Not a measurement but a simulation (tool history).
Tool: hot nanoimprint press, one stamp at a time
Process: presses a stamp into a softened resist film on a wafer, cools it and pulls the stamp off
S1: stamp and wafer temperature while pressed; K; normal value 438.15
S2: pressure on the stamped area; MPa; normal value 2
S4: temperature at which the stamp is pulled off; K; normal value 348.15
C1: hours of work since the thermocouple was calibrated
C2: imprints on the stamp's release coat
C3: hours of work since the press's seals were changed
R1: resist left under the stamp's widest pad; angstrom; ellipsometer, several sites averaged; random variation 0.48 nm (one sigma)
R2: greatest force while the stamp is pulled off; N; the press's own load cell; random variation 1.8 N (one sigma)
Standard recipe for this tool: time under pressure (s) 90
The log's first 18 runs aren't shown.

Run 19, day 6.029: usual settings but S1 440.15 K, S2 1.93 MPa, S4 335.15 K; C1 419; C2 857; C3 182. Result: R1 791 angstrom, R2 152 N.
Run 20, day 6.367: usual settings but S1 440.15 K, S2 1.93 MPa, S4 335.15 K; C1 423; C2 882; C3 186. Result: R1 799 angstrom, R2 148 N.
Run 21, day 6.654: usual settings but S1 444.15 K, S2 1.93 MPa, S4 343.15 K; C1 426; C2 904; C3 189. Result: R1 621 angstrom, R2 138 N.
At day 6.758: gauge calibrated.
Run 22, day 6.971: usual settings but S1 444.15 K, S2 1.93 MPa, S4 343.15 K; C1 429; C2 927; C3 192. Result: R1 640 angstrom, R2 139 N.
Run 23, day 7.458: usual settings but S1 444.15 K, S2 1.93 MPa, S4 343.15 K; C1 434; C2 964; C3 197. Result: R1 640 angstrom, R2 134 N.
Run 24, day 7.662: usual settings but S1 433.15 K, S2 1.81 MPa, time under pressure (s) 77, S4 354.15 K; C1 436; C2 979; C3 199. Result: R1 1300 angstrom, R2 115 N.
Run 25, day 7.992: usual settings but S1 433.15 K, S2 1.81 MPa, time under pressure (s) 77, S4 354.15 K; C1 439; C2 1004; C3 202. Result: R1 1309 angstrom, R2 121 N.
Run 26, day 8.467: usual settings but S1 434.15 K, S2 1.95 MPa, time under pressure (s) 125, S4 340.15 K; C1 444; C2 1040; C3 207. Result: R1 1019 angstrom, R2 142 N.
Run 27, day 8.812: usual settings but S1 434.15 K, S2 1.89 MPa, time under pressure (s) 54, S4 340.15 K; C1 448; C2 1066; C3 211. Result: R1 1347 angstrom, R2 142 N.
Run 28, day 9.062: usual settings but S1 434.15 K, S2 1.89 MPa, time under pressure (s) 54, S4 340.15 K; C1 451; C2 1085; C3 214. Result: R1 1342 angstrom, R2 140 N.
Run 29, day 9.325: usual settings but S1 434.15 K, S2 1.89 MPa, time under pressure (s) 54, S4 340.15 K; C1 453; C2 1105; C3 216. Result: R1 1343 angstrom, R2 142 N.
Run 30, day 9.754: usual settings but S1 434.15 K, S2 1.89 MPa, time under pressure (s) 54, S4 340.15 K; C1 458; C2 1137; C3 221. Result: R1 1336 angstrom, R2 143 N.

Each row is a separate what-if for the run after 30, all from the same tool condition, not one after another. Results?
At day 10.192: stamp cleaned and given a new release coat.
Run A, day 10.375: usual settings but S1 434.15 K, S2 1.32 MPa, time under pressure (s) 113, S4 338.15 K; C1 462; C2 14; C3 225. Result: R1 ?, R2 ?.
At day 10.192: stamp cleaned and given a new release coat.
Run B, day 10.375: usual settings but S1 434.15 K, S2 1.46 MPa, time under pressure (s) 78, S4 340.15 K; C1 462; C2 14; C3 225. Result: R1 ?, R2 ?.
At day 10.192: stamp cleaned and given a new release coat.
Run C, day 10.375: usual settings but S1 430.15 K, S2 1.89 MPa, time under pressure (s) 54, S4 340.15 K; C1 462; C2 14; C3 225. Result: R1 ?, R2 ?.
At day 10.192: stamp cleaned and given a new release coat.
Run D, day 10.375: usual settings but S1 434.15 K, S2 1.89 MPa, time under pressure (s) 45, S4 341.15 K; C1 462; C2 14; C3 225. Result: R1 ?, R2 ?.

run    R1   R2
  A  1209  143
  B  1313  141
  C  1556  144
  D  1404  141
Without the tool's hidden state the same runs would have given:
run    R1   R2
  A  1224  143
  B  1330  141
  C  1576  144
  D  1422  141

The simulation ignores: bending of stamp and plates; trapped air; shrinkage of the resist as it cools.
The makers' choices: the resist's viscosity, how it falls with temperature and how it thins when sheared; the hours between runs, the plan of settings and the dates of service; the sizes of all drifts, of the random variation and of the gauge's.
